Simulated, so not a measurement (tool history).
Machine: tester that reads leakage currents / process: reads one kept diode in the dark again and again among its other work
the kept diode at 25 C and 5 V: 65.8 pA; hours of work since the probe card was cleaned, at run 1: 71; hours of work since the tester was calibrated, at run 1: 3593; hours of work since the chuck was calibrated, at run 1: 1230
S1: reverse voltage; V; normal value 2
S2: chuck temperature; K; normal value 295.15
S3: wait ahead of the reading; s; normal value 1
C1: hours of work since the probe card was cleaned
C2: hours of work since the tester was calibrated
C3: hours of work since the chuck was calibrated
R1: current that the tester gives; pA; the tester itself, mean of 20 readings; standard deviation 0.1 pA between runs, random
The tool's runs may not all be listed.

run,hour,S1,S2,S3,C1,C2,C3,R1
1,0,2,295.15,1,71,3593,1230,30.34
2,121.3,2,295.15,1,130,3651,1288,30.01
3,205.6,2,295.15,1,170,3692,1329,30.16
4,352,2,295.15,1,241,3763,1399,30.23
5,504.3,2,295.15,3.9,314,3836,1473,29.83
6,672.8,2,295.15,0.34,396,3917,1554,31.29
# hour 752.1: chuck's temperature calibrated
7,800.1,2,295.15,0.34,456,3978,23,33.33
8,910.4,2,295.15,0.34,509,4031,76,33.19
9,1019.3,2,295.15,0.34,562,4083,129,33.33
10,1110.6,7.62,295.15,1,606,4127,173,68.93
11,1219.3,7.62,295.15,1,658,4180,225,68.8
12,1421.8,2,312.15,1,756,4277,323,130.09
13,1583,4.14,295.15,1,833,4355,400,48.26
14,1745.9,2,295.15,1,912,4433,479,31.62
15,1842.7,2,295.15,1,958,4480,526,31.84
16,2032.3,2,295.15,1,1050,4571,617,31.75
17,2145.7,2,295.15,1,1104,4626,672,31.52
18,2231.5,2,297.15,1,1146,4667,713,37.6
19,2396.7,2,297.15,1,1225,4747,792,37.32
20,2586.4,2,297.15,1,1317,4838,884,37.16
21,2752.5,1.61,314.15,1.49,1397,4918,964,132.25
22,2924.6,2,331.15,8.17,1480,5001,1047,528.48
23,3057.7,2.62,331.15,6.02,1544,5065,1111,610.79
24,3157.6,2.29,331.15,0.85,1592,5114,1159,566.57
25,3273.3,2.29,331.15,0.85,1648,5169,1215,568.48
26,3422.2,13.5,299.15,1,1719,5241,1287,133.53
27,3625.6,13.5,299.15,1,1818,5339,1385,133.3
28,3743.7,2,295.15,1.06,1874,5396,1442,31.3
29,3942.3,8.14,295.15,1,1970,5492,1537,72.19
# hour 4054.9: chuck's temperature calibrated
30,4095.2,8.14,295.15,1,2043,5564,19,76.34
31,4185.3,6.06,304.15,0.59,2086,5608,63,132.56
32,4349.6,4.56,327.15,0.59,2165,5687,142,644.7
# hour 4387.4: tester calibrated
# hour 4525: probe card cleaned and baked
33,4536.5,4.56,327.15,0.59,6,70,230,631.58
34,4677.5,11.15,320.15,1.33,73,138,298,612.79
35,4878.6,2,295.15,0.72,170,235,394,31.09
36,4979,1.99,301.15,1,219,284,443,51.28
37,5184.8,1.99,301.15,1,318,383,542,51.38
38,5298.9,1.32,321.15,0.41,373,438,597,203.02
39,5391.5,1.2,305.15,1.89,418,482,642,53.88
40,5572.2,1.2,305.15,1.89,505,569,729,53.31

Some steps in R1, run to run, broken into two amounts with sign: the step expected even without the hidden condition (settings, incoming material, random variation), and the rest, left for the hidden condition together with whatever gauge scatter is not in both the measured and the hidden-condition-free result:
The hidden state here: stray current of the dirty probe card, pA a volt; current scale over the true one, %; true chuck temperature over the reading, C; drift of the gauge itself on leakage_pa, %.
Run 21 -> 22: S1 1.61 -> 2, S2 314.15 -> 331.15, S3 1.49 -> 8.17. R1 +396.23 pA: hidden state -6.95, all else +403.18.
Run 25 -> 26: S1 2.29 -> 13.5, S2 331.15 -> 299.15, S3 0.85 -> 1. R1 -434.95 pA: hidden state +16.69, all else -451.64.
Run 31 -> 32: S1 6.06 -> 4.56, S2 304.15 -> 327.15. R1 +512.14 pA: hidden state +3.11, all else +509.03.
Run 32 -> 33: tester calibrated, probe card cleaned and baked. R1 -13.12 pA: hidden state -14.21, all else +1.09.
Run 34 -> 35: S1 11.15 -> 2, S2 320.15 -> 295.15, S3 1.33 -> 0.72. R1 -581.7 pA: hidden state +5.79, all else -587.49.

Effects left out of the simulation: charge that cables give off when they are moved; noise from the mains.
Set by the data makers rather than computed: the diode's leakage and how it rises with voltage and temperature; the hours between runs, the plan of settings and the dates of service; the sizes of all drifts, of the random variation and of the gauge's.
